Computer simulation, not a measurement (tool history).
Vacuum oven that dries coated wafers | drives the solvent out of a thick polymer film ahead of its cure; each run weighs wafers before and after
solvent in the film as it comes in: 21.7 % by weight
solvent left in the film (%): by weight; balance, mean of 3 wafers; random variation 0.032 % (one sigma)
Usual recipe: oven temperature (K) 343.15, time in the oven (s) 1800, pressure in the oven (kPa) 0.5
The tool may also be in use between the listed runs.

{"run": 1, "day": 0.0, "oven temperature (K)": 343.15, "time in the oven (s)": 1800, "pressure in the oven (kPa)": 0.5, "solvent left in the film (%)": 2.85}
{"run": 2, "day": 2.112, "oven temperature (K)": 351.15, "time in the oven (s)": 1800, "pressure in the oven (kPa)": 0.5, "solvent left in the film (%)": 0.79}
{"run": 3, "day": 3.671, "oven temperature (K)": 351.15, "time in the oven (s)": 1800, "pressure in the oven (kPa)": 0.5, "solvent left in the film (%)": 0.72}
{"run": 4, "day": 5.967, "oven temperature (K)": 351.15, "time in the oven (s)": 1800, "pressure in the oven (kPa)": 0.5, "solvent left in the film (%)": 0.81}
{"run": 5, "day": 7.421, "oven temperature (K)": 351.15, "time in the oven (s)": 1800, "pressure in the oven (kPa)": 0.5, "solvent left in the film (%)": 0.8}
{"run": 6, "day": 9.808, "oven temperature (K)": 351.15, "time in the oven (s)": 1800, "pressure in the oven (kPa)": 0.5, "solvent left in the film (%)": 0.78}
{"run": 7, "day": 12.196, "oven temperature (K)": 351.15, "time in the oven (s)": 1800, "pressure in the oven (kPa)": 0.5, "solvent left in the film (%)": 0.78}
{"run": 8, "day": 13.592, "oven temperature (K)": 351.15, "time in the oven (s)": 1800, "pressure in the oven (kPa)": 0.5, "solvent left in the film (%)": 0.77}
{"run": 9, "day": 14.8, "oven temperature (K)": 343.15, "time in the oven (s)": 2880, "pressure in the oven (kPa)": 0.5, "solvent left in the film (%)": 1.07}
{"run": 10, "day": 16.946, "oven temperature (K)": 343.15, "time in the oven (s)": 2880, "pressure in the oven (kPa)": 0.5, "solvent left in the film (%)": 1.07}
{"run": 11, "day": 18.692, "oven temperature (K)": 343.15, "time in the oven (s)": 2880, "pressure in the oven (kPa)": 0.624, "solvent left in the film (%)": 1.17}
{"run": 12, "day": 21.271, "oven temperature (K)": 343.15, "time in the oven (s)": 2880, "pressure in the oven (kPa)": 0.624, "solvent left in the film (%)": 1.15}
{"run": 13, "day": 22.842, "oven temperature (K)": 343.15, "time in the oven (s)": 2880, "pressure in the oven (kPa)": 0.624, "solvent left in the film (%)": 1.13}
{"run": 14, "day": 23.958, "oven temperature (K)": 343.15, "time in the oven (s)": 1800, "pressure in the oven (kPa)": 0.758, "solvent left in the film (%)": 2.95}
{"run": 15, "day": 26.458, "oven temperature (K)": 343.15, "time in the oven (s)": 1800, "pressure in the oven (kPa)": 0.287, "solvent left in the film (%)": 2.76}
{"run": 16, "day": 29.033, "oven temperature (K)": 343.15, "time in the oven (s)": 1800, "pressure in the oven (kPa)": 0.287, "solvent left in the film (%)": 2.8}
{"run": 17, "day": 31.471, "oven temperature (K)": 343.15, "time in the oven (s)": 1800, "pressure in the oven (kPa)": 0.287, "solvent left in the film (%)": 2.71}
{"run": 18, "day": 33.438, "oven temperature (K)": 343.15, "time in the oven (s)": 1800, "pressure in the oven (kPa)": 0.287, "solvent left in the film (%)": 2.76}
{"run": 19, "day": 35.467, "oven temperature (K)": 343.15, "time in the oven (s)": 1800, "pressure in the oven (kPa)": 1.632, "solvent left in the film (%)": 3.26}
{"run": 20, "day": 37.5, "oven temperature (K)": 343.15, "time in the oven (s)": 1800, "pressure in the oven (kPa)": 1.632, "solvent left in the film (%)": 3.26}
{"run": 21, "day": 39.562, "oven temperature (K)": 343.15, "time in the oven (s)": 1800, "pressure in the oven (kPa)": 1.632, "solvent left in the film (%)": 3.3}
{"run": 22, "day": 41.167, "oven temperature (K)": 345.15, "time in the oven (s)": 1800, "pressure in the oven (kPa)": 0.5, "solvent left in the film (%)": 2.15}
{"day": 42.671, "done": "oven's thermocouples calibrated"}
{"run": 23, "day": 43.842, "oven temperature (K)": 345.15, "time in the oven (s)": 1800, "pressure in the oven (kPa)": 0.5, "solvent left in the film (%)": 2.18}
{"run": 24, "day": 46.283, "oven temperature (K)": 339.15, "time in the oven (s)": 1800, "pressure in the oven (kPa)": 0.5, "solvent left in the film (%)": 4.52}
{"run": 25, "day": 48.35, "oven temperature (K)": 339.15, "time in the oven (s)": 1800, "pressure in the oven (kPa)": 0.5, "solvent left in the film (%)": 4.56}
{"run": 26, "day": 50.679, "oven temperature (K)": 348.15, "time in the oven (s)": 2040, "pressure in the oven (kPa)": 1.09, "solvent left in the film (%)": 1.22}
{"run": 27, "day": 52.175, "oven temperature (K)": 338.15, "time in the oven (s)": 960, "pressure in the oven (kPa)": 0.98, "solvent left in the film (%)": 9.24}
{"run": 28, "day": 53.65, "oven temperature (K)": 343.15, "time in the oven (s)": 1800, "pressure in the oven (kPa)": 1.409, "solvent left in the film (%)": 3.27}
{"run": 29, "day": 55.558, "oven temperature (K)": 344.15, "time in the oven (s)": 1500, "pressure in the oven (kPa)": 0.271, "solvent left in the film (%)": 3.37}
{"run": 30, "day": 56.892, "oven temperature (K)": 332.15, "time in the oven (s)": 1620, "pressure in the oven (kPa)": 0.474, "solvent left in the film (%)": 8.54}
{"run": 31, "day": 59.204, "oven temperature (K)": 357.15, "time in the oven (s)": 2280, "pressure in the oven (kPa)": 0.5, "solvent left in the film (%)": 0.15}
{"run": 32, "day": 60.346, "oven temperature (K)": 353.15, "time in the oven (s)": 2280, "pressure in the oven (kPa)": 0.458, "solvent left in the film (%)": 0.28}
{"run": 33, "day": 62.083, "oven temperature (K)": 333.15, "time in the oven (s)": 2640, "pressure in the oven (kPa)": 0.444, "solvent left in the film (%)": 4.99}
{"run": 34, "day": 64.108, "oven temperature (K)": 333.15, "time in the oven (s)": 2640, "pressure in the oven (kPa)": 0.444, "solvent left in the film (%)": 5.05}
{"run": 35, "day": 65.475, "oven temperature (K)": 334.15, "time in the oven (s)": 2580, "pressure in the oven (kPa)": 0.444, "solvent left in the film (%)": 4.72}
{"run": 36, "day": 66.896, "oven temperature (K)": 343.15, "time in the oven (s)": 1620, "pressure in the oven (kPa)": 1.001, "solvent left in the film (%)": 3.61}
{"run": 37, "day": 68.571, "oven temperature (K)": 356.15, "time in the oven (s)": 1380, "pressure in the oven (kPa)": 0.71, "solvent left in the film (%)": 0.69}
{"run": 38, "day": 70.767, "oven temperature (K)": 356.15, "time in the oven (s)": 1380, "pressure in the oven (kPa)": 0.71, "solvent left in the film (%)": 0.69}
{"run": 39, "day": 73.108, "oven temperature (K)": 343.15, "time in the oven (s)": 1080, "pressure in the oven (kPa)": 0.5, "solvent left in the film (%)": 5.9}
{"run": 40, "day": 74.704, "oven temperature (K)": 354.15, "time in the oven (s)": 1140, "pressure in the oven (kPa)": 1.019, "solvent left in the film (%)": 1.59}
{"run": 41, "day": 76.471, "oven temperature (K)": 354.15, "time in the oven (s)": 1140, "pressure in the oven (kPa)": 1.357, "solvent left in the film (%)": 1.68}
{"run": 42, "day": 78.988, "oven temperature (K)": 355.15, "time in the oven (s)": 1800, "pressure in the oven (kPa)": 0.5, "solvent left in the film (%)": 0.36}
{"run": 43, "day": 80.862, "oven temperature (K)": 355.15, "time in the oven (s)": 1800, "pressure in the oven (kPa)": 0.5, "solvent left in the film (%)": 0.35}
{"run": 44, "day": 82.35, "oven temperature (K)": 328.15, "time in the oven (s)": 1800, "pressure in the oven (kPa)": 1.162, "solvent left in the film (%)": 10.12}
{"run": 45, "day": 83.817, "oven temperature (K)": 354.15, "time in the oven (s)": 960, "pressure in the oven (kPa)": 1.588, "solvent left in the film (%)": 2.39}
{"run": 46, "day": 85.033, "oven temperature (K)": 354.15, "time in the oven (s)": 960, "pressure in the oven (kPa)": 1.588, "solvent left in the film (%)": 2.42}

Branching from run 46: 5 alternative next runs. What would each branch give?
{"run": "A", "day": 87.5, "oven temperature (K)": 330.15, "time in the oven (s)": 900, "pressure in the oven (kPa)": 0.5, "solvent left in the film (%)": "?"}
{"run": "B", "day": 87.5, "oven temperature (K)": 343.15, "time in the oven (s)": 1200, "pressure in the oven (kPa)": 0.52, "solvent left in the film (%)": "?"}
{"run": "C", "day": 87.5, "oven temperature (K)": 344.15, "time in the oven (s)": 1860, "pressure in the oven (kPa)": 0.873, "solvent left in the film (%)": "?"}
{"run": "D", "day": 87.5, "oven temperature (K)": 343.15, "time in the oven (s)": 2880, "pressure in the oven (kPa)": 0.72, "solvent left in the film (%)": "?"}
{"run": "E", "day": 87.5, "oven temperature (K)": 356.15, "time in the oven (s)": 2880, "pressure in the oven (kPa)": 1.588, "solvent left in the film (%)": "?"}

run=A solvent_left_in_the_film_(%)=12.62
run=B solvent_left_in_the_film_(%)=5.14
run=C solvent_left_in_the_film_(%)=2.46
run=D solvent_left_in_the_film_(%)=1.21
run=E solvent_left_in_the_film_(%)=0.44
Had the tool no hidden state, the same runs would have come out as:
run=A solvent_left_in_the_film_(%)=12.63
run=B solvent_left_in_the_film_(%)=5.16
run=C solvent_left_in_the_film_(%)=2.47
run=D solvent_left_in_the_film_(%)=1.2
run=E solvent_left_in_the_film_(%)=0.43

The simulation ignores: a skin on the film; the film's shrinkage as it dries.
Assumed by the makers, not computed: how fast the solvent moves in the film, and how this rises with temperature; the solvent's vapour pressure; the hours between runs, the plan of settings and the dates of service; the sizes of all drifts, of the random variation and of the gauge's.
